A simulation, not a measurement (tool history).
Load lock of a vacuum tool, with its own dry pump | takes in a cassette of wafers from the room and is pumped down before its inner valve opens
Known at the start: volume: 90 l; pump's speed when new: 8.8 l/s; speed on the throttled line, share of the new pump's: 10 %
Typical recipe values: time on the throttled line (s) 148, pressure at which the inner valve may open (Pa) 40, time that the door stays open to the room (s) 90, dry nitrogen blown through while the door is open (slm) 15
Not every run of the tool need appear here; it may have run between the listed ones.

run,hour,time on the throttled line (s),pressure at which the inner valve may open (Pa),time that the door stays open to the room (s),dry nitrogen blown through while the door is open (slm),"incoming humidity of the room's air, %",time from the closed door until the inner valve may open (s),rise of the pressure with all valves shut (Pa/min)
1,0,148,40,90,15,47,222,0.05
2,123.3,148,40,90,15,48.9,222.2,0.058
3,321.9,148,40,90,15,45.7,222.6,0.057
4,470.4,148,40,90,15,45.4,222.5,0.051
5,600.4,205,40,90,15,45.4,272.4,0.057
6,731.7,148,40,90,15,42.3,222.7,0.053
7,913.6,177,40,90,15,47.3,248.2,0.059
8,1071.9,177,40,90,15,42.2,247.8,0.055
9,1205,121,40,90,15,42.3,199.1,0.06
10,1411.2,121,40,90,15,46.7,189.7,0.058
11,1572.4,121,40,90,15,47.2,188.8,0.063
12,1782.2,121,40,90,15,42.1,191,0.058
13,1960.2,121,40,90,15,45.2,191,0.064
14,2151.9,148,40,90,15,46.5,213.7,0.064
15,2316.7,77,40,90,15,41,151,0.066
16,2404.1,77,40,90,15,45.1,151.1,0.065
17,2553.1,77,40,90,15,51.5,151,0.077
18,2667.4,77,40,90,15,44,151.4,0.068
19,2776.1,77,29,90,15,48.1,154.7,0.074
20,2888.2,77,29,90,15,45,154.9,0.062
21,3079.9,77,29,90,15,47.2,154.2,0.076
22,3269.9,77,29,90,15,41.7,154.6,0.075
23,3424.6,114,42,64,14,42.5,184.3,0.067
24,3601.6,114,42,64,14,46.7,183.6,0.067
25,3768.8,148,40,32,15,44.5,214.8,0.059
26,3955.1,168,40,41,15,43.8,233.5,0.061
27,4059.5,214,50,53,8,44,271.4,0.077
28,4194.3,214,50,53,8,47.6,272.5,0.082
29,4390,148,33,90,9,47.5,217.3,0.095
30,4550.6,163,38,91,13,41.2,229.4,0.076
31,4649.4,288,42,225,4,46.3,340.8,0.158
32,4762.5,80,76,118,10,44.6,148.3,0.094

Taken out of this log: 1 entry between the listed runs. Where each belongs, and how the hidden state differs across it:
From run 9 to run 10: dry pump taken out, an overhauled one fitted (hour 1385.6)
  pump's speed, % of a new pump's: 86.6 -> 98.5; leak at the door's seal, Pa l/s: 0.0281 -> 0.0299
  difference, measured minus the result without the unlogged condition, time from the closed door until the inner valve may open (s): +10.5 -> +1; rise of the pressure with all valves shut (Pa/min): +0.018 -> +0.018
